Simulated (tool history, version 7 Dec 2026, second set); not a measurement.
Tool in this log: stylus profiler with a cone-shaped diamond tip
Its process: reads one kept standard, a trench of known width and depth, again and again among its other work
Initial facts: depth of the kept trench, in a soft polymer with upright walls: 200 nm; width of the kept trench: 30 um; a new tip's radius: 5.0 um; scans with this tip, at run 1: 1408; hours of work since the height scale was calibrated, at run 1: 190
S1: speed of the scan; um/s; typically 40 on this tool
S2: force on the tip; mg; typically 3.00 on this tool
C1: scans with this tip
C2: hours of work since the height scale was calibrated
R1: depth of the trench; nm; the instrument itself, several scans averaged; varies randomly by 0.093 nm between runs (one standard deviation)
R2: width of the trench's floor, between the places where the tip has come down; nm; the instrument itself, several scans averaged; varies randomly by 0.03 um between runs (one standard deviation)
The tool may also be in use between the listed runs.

{"run": 1, "hour": 0.0, "S1": 40, "S2": 3.0, "C1": 1408, "C2": 190, "R1": 201.8, "R2": 27010}
{"run": 2, "hour": 32.5, "S1": 40, "S2": 6.42, "C1": 1593, "C2": 214, "R1": 203.0, "R2": 27100}
{"run": 3, "hour": 54.3, "S1": 20, "S2": 3.0, "C1": 1716, "C2": 231, "R1": 201.72, "R2": 27080}
{"run": 4, "hour": 96.7, "S1": 20, "S2": 3.0, "C1": 1957, "C2": 263, "R1": 201.86, "R2": 27080}
{"run": 5, "hour": 128.1, "S1": 20, "S2": 3.0, "C1": 2135, "C2": 287, "R1": 201.72, "R2": 27100}
{"run": 6, "hour": 166.1, "S1": 20, "S2": 3.0, "C1": 2351, "C2": 317, "R1": 201.87, "R2": 27090}
{"run": 7, "hour": 197.1, "S1": 20, "S2": 3.0, "C1": 2527, "C2": 340, "R1": 201.92, "R2": 27050}
{"run": 8, "hour": 226.7, "S1": 40, "S2": 3.0, "C1": 2695, "C2": 363, "R1": 201.88, "R2": 26970}
{"run": 9, "hour": 260.1, "S1": 40, "S2": 3.0, "C1": 2885, "C2": 388, "R1": 201.74, "R2": 26970}
{"run": 10, "hour": 290.9, "S1": 40, "S2": 3.0, "C1": 3060, "C2": 412, "R1": 201.78, "R2": 27010}
{"run": 11, "hour": 319.8, "S1": 39, "S2": 3.0, "C1": 3224, "C2": 434, "R1": 201.9, "R2": 27030}
{"run": 12, "hour": 353.4, "S1": 40, "S2": 3.0, "C1": 3414, "C2": 460, "R1": 201.76, "R2": 26930}
{"run": 13, "hour": 388.7, "S1": 40, "S2": 3.0, "C1": 3615, "C2": 487, "R1": 201.9, "R2": 27010}
{"run": 14, "hour": 414.8, "S1": 40, "S2": 1.04, "C1": 3763, "C2": 507, "R1": 200.99, "R2": 26810}
{"run": 15, "hour": 435.1, "S1": 40, "S2": 1.04, "C1": 3879, "C2": 522, "R1": 200.76, "R2": 26840}
{"run": 16, "hour": 466.2, "S1": 40, "S2": 1.04, "C1": 4055, "C2": 546, "R1": 200.95, "R2": 26840}
{"run": 17, "hour": 494.1, "S1": 40, "S2": 1.04, "C1": 4213, "C2": 567, "R1": 200.86, "R2": 26830}
{"run": 18, "hour": 530.2, "S1": 40, "S2": 1.04, "C1": 4418, "C2": 595, "R1": 200.91, "R2": 26780}
{"run": 19, "hour": 561.2, "S1": 40, "S2": 3.0, "C1": 4595, "C2": 619, "R1": 201.76, "R2": 27010}
{"run": 20, "hour": 600.3, "S1": 40, "S2": 3.0, "C1": 4816, "C2": 648, "R1": 201.83, "R2": 26950}
{"run": 21, "hour": 635.5, "S1": 40, "S2": 3.0, "C1": 5016, "C2": 675, "R1": 201.84, "R2": 26990}
{"run": 22, "hour": 658.5, "S1": 21, "S2": 3.0, "C1": 5147, "C2": 693, "R1": 201.7, "R2": 27070}
{"run": 23, "hour": 680.3, "S1": 21, "S2": 3.0, "C1": 5271, "C2": 710, "R1": 201.78, "R2": 27090}
{"run": 24, "hour": 711.6, "S1": 35, "S2": 3.97, "C1": 5448, "C2": 733, "R1": 201.99, "R2": 27050}
{"run": 25, "hour": 748.0, "S1": 95, "S2": 4.38, "C1": 5655, "C2": 761, "R1": 202.31, "R2": 26790}
{"run": 26, "hour": 770.1, "S1": 95, "S2": 4.38, "C1": 5780, "C2": 778, "R1": 202.29, "R2": 26730}

Run 27 has not been measured yet. What should we expect?
{"run": 27, "hour": 790.0, "S1": 95, "S2": 4.38, "C1": 5894, "C2": 793, "R1": "?", "R2": "?"}

R1: 202.20 nm
R2: 26740 nm
Minus the tool's unlogged condition, the same run would have read R1 202.20 nm, R2 26760 nm.

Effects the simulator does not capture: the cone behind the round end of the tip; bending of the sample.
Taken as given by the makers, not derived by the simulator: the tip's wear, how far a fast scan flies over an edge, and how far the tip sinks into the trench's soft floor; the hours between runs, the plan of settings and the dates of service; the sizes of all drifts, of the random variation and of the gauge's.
